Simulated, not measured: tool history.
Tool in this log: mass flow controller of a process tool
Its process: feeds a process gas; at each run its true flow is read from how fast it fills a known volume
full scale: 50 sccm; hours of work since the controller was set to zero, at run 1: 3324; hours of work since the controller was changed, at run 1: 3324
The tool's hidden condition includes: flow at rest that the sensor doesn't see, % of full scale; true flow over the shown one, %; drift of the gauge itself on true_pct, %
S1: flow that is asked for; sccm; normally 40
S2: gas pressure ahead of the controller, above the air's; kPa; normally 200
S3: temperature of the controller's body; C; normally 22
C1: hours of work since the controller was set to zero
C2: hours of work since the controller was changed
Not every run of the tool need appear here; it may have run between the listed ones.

{"run": 1, "day": 0.0, "S1": 40, "S2": 200, "S3": 22, "C1": 3324, "C2": 3324, "true flow (%)": 98.74}
{"run": 2, "day": 4.296, "S1": 40, "S2": 200, "S3": 22, "C1": 3387, "C2": 3387, "true flow (%)": 98.65}
{"run": 3, "day": 6.696, "S1": 40, "S2": 200, "S3": 22, "C1": 3422, "C2": 3422, "true flow (%)": 98.63}
{"run": 4, "day": 11.7, "S1": 40, "S2": 200, "S3": 22, "C1": 3496, "C2": 3496, "true flow (%)": 98.69}
{"run": 5, "day": 16.362, "S1": 40, "S2": 200, "S3": 22, "C1": 3564, "C2": 3564, "true flow (%)": 98.69}
{"run": 6, "day": 19.55, "S1": 40, "S2": 200, "S3": 22, "C1": 3611, "C2": 3611, "true flow (%)": 98.54}
{"run": 7, "day": 22.317, "S1": 40, "S2": 200, "S3": 22, "C1": 3652, "C2": 3652, "true flow (%)": 98.67}
{"run": 8, "day": 26.667, "S1": 40, "S2": 200, "S3": 22, "C1": 3716, "C2": 3716, "true flow (%)": 98.6}
{"run": 9, "day": 32.171, "S1": 40, "S2": 200, "S3": 22, "C1": 3797, "C2": 3797, "true flow (%)": 98.49}
{"run": 10, "day": 34.725, "S1": 40, "S2": 200, "S3": 22, "C1": 3834, "C2": 3834, "true flow (%)": 98.54}
{"run": 11, "day": 40.188, "S1": 40, "S2": 200, "S3": 22, "C1": 3915, "C2": 3915, "true flow (%)": 98.46}
{"run": 12, "day": 43.612, "S1": 40, "S2": 200, "S3": 21, "C1": 3965, "C2": 3965, "true flow (%)": 98.57}
{"day": 44.025, "done": "controller's zero set anew"}
{"run": 13, "day": 47.788, "S1": 40, "S2": 200, "S3": 22, "C1": 55, "C2": 4026, "true flow (%)": 98.35}
{"run": 14, "day": 50.625, "S1": 35, "S2": 200, "S3": 22, "C1": 97, "C2": 4068, "true flow (%)": 98}
{"run": 15, "day": 53.812, "S1": 35, "S2": 200, "S3": 22, "C1": 144, "C2": 4115, "true flow (%)": 98.19}
{"run": 16, "day": 57.175, "S1": 8, "S2": 247, "S3": 21, "C1": 193, "C2": 4164, "true flow (%)": 94}
{"day": 59.817, "done": "controller's zero set anew, once more"}
{"run": 17, "day": 61.108, "S1": 21, "S2": 258, "S3": 24, "C1": 19, "C2": 4222, "true flow (%)": 98.33}
{"run": 18, "day": 63.646, "S1": 41, "S2": 195, "S3": 20, "C1": 56, "C2": 4259, "true flow (%)": 99.26}
{"run": 19, "day": 68.546, "S1": 41, "S2": 195, "S3": 20, "C1": 128, "C2": 4331, "true flow (%)": 99.12}
{"run": 20, "day": 71.862, "S1": 44, "S2": 172, "S3": 24, "C1": 177, "C2": 4380, "true flow (%)": 99.18}
{"run": 21, "day": 75.35, "S1": 44, "S2": 172, "S3": 24, "C1": 228, "C2": 4431, "true flow (%)": 99.1}
{"run": 22, "day": 80.275, "S1": 44, "S2": 172, "S3": 24, "C1": 301, "C2": 4503, "true flow (%)": 99.05}
{"run": 23, "day": 85.929, "S1": 37, "S2": 224, "S3": 22, "C1": 384, "C2": 4586, "true flow (%)": 98.74}
{"run": 24, "day": 89.762, "S1": 22, "S2": 224, "S3": 23, "C1": 440, "C2": 4643, "true flow (%)": 98.44}
{"run": 25, "day": 92.212, "S1": 42, "S2": 224, "S3": 33, "C1": 476, "C2": 4679, "true flow (%)": 98.58}
{"run": 26, "day": 95.358, "S1": 42, "S2": 224, "S3": 33, "C1": 522, "C2": 4725, "true flow (%)": 98.35}
{"run": 27, "day": 99.771, "S1": 42, "S2": 224, "S3": 33, "C1": 587, "C2": 4790, "true flow (%)": 98.45}

Subtracting, for every run, the result it would have given without the tool's unlogged condition from the measured result gives the following. The same run-to-run variation enters both numbers; the gauge's scatter may not:
run=1 true_flow_(%)=-1.23
run=2 true_flow_(%)=-1.26
run=3 true_flow_(%)=-1.26
run=4 true_flow_(%)=-1.28
run=5 true_flow_(%)=-1.31
run=6 true_flow_(%)=-1.32
run=7 true_flow_(%)=-1.34
run=8 true_flow_(%)=-1.35
run=9 true_flow_(%)=-1.38
run=10 true_flow_(%)=-1.39
run=11 true_flow_(%)=-1.42
run=12 true_flow_(%)=-1.43
run=13 true_flow_(%)=-1.65
run=14 true_flow_(%)=-1.78
run=15 true_flow_(%)=-1.8
run=16 true_flow_(%)=-5.26
run=17 true_flow_(%)=-0.93
run=18 true_flow_(%)=-0.88
run=19 true_flow_(%)=-0.9
run=20 true_flow_(%)=-0.91
run=21 true_flow_(%)=-0.92
run=22 true_flow_(%)=-0.95
run=23 true_flow_(%)=-0.99
run=24 true_flow_(%)=-1.1
run=25 true_flow_(%)=-1.01
run=26 true_flow_(%)=-1.02
run=27 true_flow_(%)=-1.04

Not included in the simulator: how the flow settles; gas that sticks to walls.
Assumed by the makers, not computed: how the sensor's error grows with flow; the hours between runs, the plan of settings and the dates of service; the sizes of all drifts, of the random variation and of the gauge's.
